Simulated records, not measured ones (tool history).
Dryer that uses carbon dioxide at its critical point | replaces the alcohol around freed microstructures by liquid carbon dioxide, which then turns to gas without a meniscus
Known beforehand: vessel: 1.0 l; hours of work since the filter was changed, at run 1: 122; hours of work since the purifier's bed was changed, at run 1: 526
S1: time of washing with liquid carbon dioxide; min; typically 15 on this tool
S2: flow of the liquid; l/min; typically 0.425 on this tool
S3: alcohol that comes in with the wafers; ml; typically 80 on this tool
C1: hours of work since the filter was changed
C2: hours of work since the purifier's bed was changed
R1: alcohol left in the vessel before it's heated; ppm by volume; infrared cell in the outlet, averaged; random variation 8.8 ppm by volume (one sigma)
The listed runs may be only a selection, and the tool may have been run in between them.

run 1 hour=0.0 | S1=15 S2=0.425 S3=80 | C1=122 C2=526 | R1=855
run 2 hour=12.3 | S1=15 S2=0.644 S3=80 | C1=132 C2=536 | R1=188
run 3 hour=21.7 | S1=15 S2=0.644 S3=80 | C1=139 C2=543 | R1=189
run 4 hour=38.0 | S1=15 S2=0.604 S3=80 | C1=152 C2=555 | R1=246
run 5 hour=47.8 | S1=15 S2=0.604 S3=80 | C1=159 C2=563 | R1=251
run 6 hour=69.3 | S1=15 S2=0.425 S3=80 | C1=176 C2=579 | R1=1033
run 7 hour=91.0 | S1=17 S2=0.425 S3=80 | C1=192 C2=596 | R1=670
-- hour=95.5 inlet filter changed
run 8 hour=104.2 | S1=17 S2=0.425 S3=80 | C1=7 C2=606 | R1=393
run 9 hour=113.9 | S1=17 S2=0.425 S3=80 | C1=14 C2=613 | R1=387
run 10 hour=130.1 | S1=17 S2=0.425 S3=80 | C1=27 C2=626 | R1=404
run 11 hour=150.5 | S1=17 S2=0.425 S3=80 | C1=42 C2=641 | R1=430
run 12 hour=161.0 | S1=17 S2=0.425 S3=80 | C1=51 C2=649 | R1=458
run 13 hour=172.1 | S1=17 S2=0.425 S3=80 | C1=59 C2=658 | R1=463
run 14 hour=188.5 | S1=15 S2=0.591 S3=24 | C1=72 C2=671 | R1=176
run 15 hour=200.2 | S1=15 S2=0.365 S3=25 | C1=81 C2=680 | R1=547
run 16 hour=217.0 | S1=15 S2=0.365 S3=25 | C1=94 C2=693 | R1=567
run 17 hour=230.5 | S1=15 S2=0.365 S3=25 | C1=104 C2=703 | R1=608
run 18 hour=248.1 | S1=11 S2=0.443 S3=23 | C1=118 C2=717 | R1=861
run 19 hour=264.8 | S1=15 S2=0.320 S3=80 | C1=131 C2=730 | R1=2615
run 20 hour=279.1 | S1=15 S2=0.320 S3=80 | C1=142 C2=741 | R1=2773
run 21 hour=296.0 | S1=14 S2=0.264 S3=54 | C1=155 C2=754 | R1=4175
run 22 hour=310.6 | S1=14 S2=0.264 S3=54 | C1=166 C2=765 | R1=4264
run 23 hour=333.4 | S1=14 S2=0.264 S3=54 | C1=184 C2=782 | R1=4332
run 24 hour=343.6 | S1=14 S2=0.264 S3=54 | C1=191 C2=790 | R1=4557
-- hour=350.1 inlet filter changed
run 25 hour=363.0 | S1=14 S2=0.377 S3=22 | C1=10 C2=805 | R1=500

Branching from run 25: 3 alternative next runs. What would each branch give?
run A hour=378.9 | S1=14 S2=0.355 S3=39 | C1=22 C2=817 | R1=?
run B hour=378.9 | S1=14 S2=0.396 S3=112 | C1=22 C2=817 | R1=?
run C hour=378.9 | S1=12 S2=0.385 S3=82 | C1=22 C2=817 | R1=?

run=A R1=974
run=B R1=1641
run=C R1=2380
The same runs, with their run-to-run variation unchanged, on a tool lacking any hidden condition would have given:
run=A R1=727
run=B R1=1317
run=C R1=2014
